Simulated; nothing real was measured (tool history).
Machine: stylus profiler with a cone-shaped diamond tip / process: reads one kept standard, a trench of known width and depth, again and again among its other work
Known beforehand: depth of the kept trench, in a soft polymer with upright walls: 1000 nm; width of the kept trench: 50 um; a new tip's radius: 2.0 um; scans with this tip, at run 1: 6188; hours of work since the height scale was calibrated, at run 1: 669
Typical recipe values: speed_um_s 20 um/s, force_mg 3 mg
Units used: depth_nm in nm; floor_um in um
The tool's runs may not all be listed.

run,day,speed_um_s,force_mg,scans with this tip,hours of work since the height scale was calibrated,depth_nm,floor_um
1,0,20,3,6188,669,1010.39,46.44
2,0.575,20,3,6251,676,1010.1,46.41
3,1.212,20,3,6321,684,1010.25,46.47
4,1.788,12,3,6383,691,1010.55,46.46
5,2.388,12,3,6449,698,1010.29,46.47
6,2.971,18,2.7,6513,704,1009.29,46.42

Predict the results of run 7:
7,4.246,18,2.7,6652,720,?,?

depth_nm: 1009.84 nm
floor_um: 46.4 um
If the tool had no hidden condition, the same run with the same run-to-run variation would have returned depth_nm 1009.81 nm, floor_um 46.43 um.
